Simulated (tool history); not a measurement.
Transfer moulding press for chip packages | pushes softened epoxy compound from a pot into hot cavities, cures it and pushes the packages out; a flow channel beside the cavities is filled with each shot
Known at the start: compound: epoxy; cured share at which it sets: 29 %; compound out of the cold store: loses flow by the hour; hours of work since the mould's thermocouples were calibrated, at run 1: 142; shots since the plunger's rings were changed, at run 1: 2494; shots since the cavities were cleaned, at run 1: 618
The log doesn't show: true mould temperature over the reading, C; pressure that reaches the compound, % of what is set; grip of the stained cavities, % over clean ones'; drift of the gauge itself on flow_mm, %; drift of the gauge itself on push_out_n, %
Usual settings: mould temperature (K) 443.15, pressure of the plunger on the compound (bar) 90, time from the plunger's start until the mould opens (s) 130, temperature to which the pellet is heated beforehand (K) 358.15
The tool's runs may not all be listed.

run,hour,mould temperature (K),pressure of the plunger on the compound (bar),time from the plunger's start until the mould opens (s),temperature to which the pellet is heated beforehand (K),hours of work since the mould's thermocouples were calibrated,shots since the plunger's rings were changed,shots since the cavities were cleaned,incoming compound's hours out of the cold store,length that the compound runs in the flow channel (mm),greatest force on the pins that push the packages out (N)
1,0,443.15,90,130,358.15,142,2494,618,14.6,641,740
# hour 18.7: cavities cleaned with cleaning compound and waxed
2,22,443.15,90,130,358.15,156,2708,35,14.8,639,465
3,32.8,444.15,90,130,358.15,163,2820,147,44.9,548,485
4,42.7,443.15,90,125,358.15,170,2923,250,31.2,589,606
5,56.8,443.15,90,125,358.15,180,3070,397,26.8,600,710
6,72.4,443.15,90,125,358.15,190,3232,559,44.9,548,731
7,84.3,443.15,90,125,358.15,198,3356,683,25.1,604,849
# hour 96.9: cavities cleaned with cleaning compound and waxed
8,103.6,443.15,90,130,356.15,211,3542,70,32.8,581,465
9,126.6,443.15,90,113,358.15,226,3781,309,10.8,643,827
# hour 132.5: plunger's sealing rings changed
10,147.6,441.15,90,130,358.15,239,157,502,47.6,561,722
11,166.3,443.15,90,130,358.15,252,352,697,22.9,631,750
# hour 177.8: cavities cleaned with cleaning compound and waxed
12,179.9,443.15,90,130,358.15,260,478,22,27.9,615,442
13,192.6,443.15,90,130,358.15,269,610,154,44.3,563,504
14,213.1,443.15,90,130,358.15,283,824,368,18.3,639,642
15,233.7,436.15,89.7,139,366.15,297,1039,583,11.4,679,1050
16,249,436.15,83.6,139,366.15,308,1198,742,47.5,544,1004
# hour 256.1: cavities cleaned with cleaning compound and waxed
17,269.4,436.15,83.6,139,366.15,321,1395,138,20.7,624,714
18,281,436.15,83.6,139,366.15,329,1516,259,17.2,634,826
19,293.4,436.15,83.6,139,366.15,337,1646,389,42.9,555,853
20,314.3,439.15,83.6,168,366.15,351,1863,606,25.2,599,638
# hour 334.1: cavities cleaned with cleaning compound and waxed
21,340.3,446.15,91,134,367.15,368,2118,64,23.4,609,411
22,356.5,441.15,91,158,367.15,379,2287,233,45.8,559,494
23,368.7,443.15,90,130,358.15,388,2414,360,17.4,636,649
24,384.8,443.15,90,130,358.15,399,2582,528,8.7,660,731
25,395,446.15,82.8,128,361.15,406,2688,634,10.6,617,705
26,405,443.15,69,130,352.15,413,2792,738,45,480,766

Run 27 comes next. What will it give?
# hour 413.7: cavities cleaned with cleaning compound and waxed
27,426.5,443.15,69,130,352.15,426,3001,134,8.1,?,?

length that the compound runs in the flow channel (mm): 578
greatest force on the pins that push the packages out (N): 563
Without the tool's hidden state the same run would have given length that the compound runs in the flow channel (mm) 595, greatest force on the pins that push the packages out (N) 432.

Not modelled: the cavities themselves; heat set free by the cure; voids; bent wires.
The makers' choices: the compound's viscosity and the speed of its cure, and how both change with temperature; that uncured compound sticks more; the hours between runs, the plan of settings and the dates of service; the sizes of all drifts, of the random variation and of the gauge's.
